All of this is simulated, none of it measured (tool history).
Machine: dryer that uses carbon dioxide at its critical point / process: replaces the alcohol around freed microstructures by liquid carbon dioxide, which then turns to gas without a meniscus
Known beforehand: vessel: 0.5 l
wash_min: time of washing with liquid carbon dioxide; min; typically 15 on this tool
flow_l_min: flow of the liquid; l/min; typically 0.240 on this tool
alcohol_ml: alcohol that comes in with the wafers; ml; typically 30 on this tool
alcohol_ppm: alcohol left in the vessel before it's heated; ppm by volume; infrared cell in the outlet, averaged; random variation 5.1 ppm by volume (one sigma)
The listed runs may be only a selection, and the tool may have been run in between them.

Run 1, day 0.000: usual settings. Result: alcohol_ppm 92 ppm by volume.
Run 2, day 1.242: usual settings. Result: alcohol_ppm 96 ppm by volume.
Run 3, day 2.712: usual settings but flow_l_min 0.275 l/min. Result: alcohol_ppm 69 ppm by volume.
Run 4, day 4.679: usual settings. Result: alcohol_ppm 118 ppm by volume.
Run 5, day 5.904: usual settings. Result: alcohol_ppm 128 ppm by volume.
Run 6, day 7.179: usual settings. Result: alcohol_ppm 127 ppm by volume.
Run 7, day 8.217: usual settings but flow_l_min 0.336 l/min. Result: alcohol_ppm 72 ppm by volume.
Run 8, day 9.704: usual settings but flow_l_min 0.336 l/min. Result: alcohol_ppm 77 ppm by volume.
Run 9, day 11.508: usual settings. Result: alcohol_ppm 164 ppm by volume.
Run 10, day 13.025: usual settings. Result: alcohol_ppm 167 ppm by volume.
At day 14.625: inlet filter changed.
Run 11, day 14.821: usual settings. Result: alcohol_ppm 134 ppm by volume.
Run 12, day 15.733: usual settings but wash_min 9 min. Result: alcohol_ppm 997 ppm by volume.
Run 13, day 17.729: usual settings but wash_min 18 min. Result: alcohol_ppm 110 ppm by volume.
Run 14, day 19.129: usual settings but wash_min 18 min. Result: alcohol_ppm 120 ppm by volume.
Run 15, day 20.854: usual settings but wash_min 18 min. Result: alcohol_ppm 114 ppm by volume.
Run 16, day 22.667: usual settings but wash_min 12 min. Result: alcohol_ppm 380 ppm by volume.
Run 17, day 23.692: usual settings but wash_min 12 min. Result: alcohol_ppm 392 ppm by volume.
Run 18, day 25.129: usual settings but wash_min 12 min. Result: alcohol_ppm 406 ppm by volume.
Run 19, day 26.225: usual settings but wash_min 12 min. Result: alcohol_ppm 442 ppm by volume.
Run 20, day 27.279: usual settings but wash_min 12 min. Result: alcohol_ppm 447 ppm by volume.
Run 21, day 29.050: usual settings but wash_min 20 min, flow_l_min 0.296 l/min, alcohol_ml 103 ml. Result: alcohol_ppm 142 ppm by volume.
Run 22, day 30.092: usual settings but wash_min 18 min. Result: alcohol_ppm 170 ppm by volume.
At day 30.512: inlet filter changed.
Run 23, day 31.421: usual settings but wash_min 18 min. Result: alcohol_ppm 146 ppm by volume.
Run 24, day 32.325: usual settings but wash_min 18 min. Result: alcohol_ppm 146 ppm by volume.
Run 25, day 33.525: usual settings but wash_min 18 min. Result: alcohol_ppm 159 ppm by volume.
Run 26, day 35.338: usual settings but wash_min 18 min. Result: alcohol_ppm 168 ppm by volume.
Run 27, day 36.308: usual settings but wash_min 18 min, flow_l_min 0.231 l/min. Result: alcohol_ppm 177 ppm by volume.
Run 28, day 37.221: usual settings but wash_min 14 min, flow_l_min 0.274 l/min, alcohol_ml 28 ml. Result: alcohol_ppm 201 ppm by volume.
Run 29, day 38.500: usual settings but wash_min 14 min, flow_l_min 0.274 l/min, alcohol_ml 28 ml. Result: alcohol_ppm 206 ppm by volume.
Run 30, day 39.854: usual settings but wash_min 17 min, flow_l_min 0.244 l/min, alcohol_ml 25 ml. Result: alcohol_ppm 186 ppm by volume.
Run 31, day 41.979: usual settings but wash_min 17 min, flow_l_min 0.183 l/min, alcohol_ml 25 ml. Result: alcohol_ppm 333 ppm by volume.
Run 32, day 43.208: usual settings but wash_min 10 min, alcohol_ml 58 ml. Result: alcohol_ppm 1668 ppm by volume.
Run 33, day 44.638: usual settings but wash_min 11 min, flow_l_min 0.255 l/min, alcohol_ml 37 ml. Result: alcohol_ppm 657 ppm by volume.
Run 34, day 46.183: usual settings but wash_min 9 min, flow_l_min 0.242 l/min, alcohol_ml 99 ml. Result: alcohol_ppm 4243 ppm by volume.
At day 46.325: inlet filter changed.
Run 35, day 47.146: usual settings but wash_min 9 min, flow_l_min 0.242 l/min, alcohol_ml 99 ml. Result: alcohol_ppm 3084 ppm by volume.
Run 36, day 48.650: usual settings but flow_l_min 0.219 l/min, alcohol_ml 43 ml. Result: alcohol_ppm 343 ppm by volume.
Run 37, day 50.204: usual settings but flow_l_min 0.167 l/min, alcohol_ml 79 ml. Result: alcohol_ppm 1394 ppm by volume.

What would each run have given without the hidden state, its run-to-run variation left as it was?
What the log doesn't record here: flow that reaches the vessel past the clogged filter, %; alcohol in the recycled carbon dioxide, ppm; drift of the gauge itself on alcohol_ppm, %.
run  alcohol_ppm
  1           59
  2           56
  3           25
  4           57
  5           60
  6           53
  7           10
  8           11
  9           61
 10           57
 11           54
 12          893
 13           19
 14           21
 15           10
 16          218
 17          218
 18          215
 19          233
 20          226
 21           12
 22           25
 23           11
 24            7
 25           13
 26           20
 27           18
 28           35
 29           38
 30           17
 31          115
 32         1072
 33          317
 34         2800
 35         2845
 36          140
 37         1085
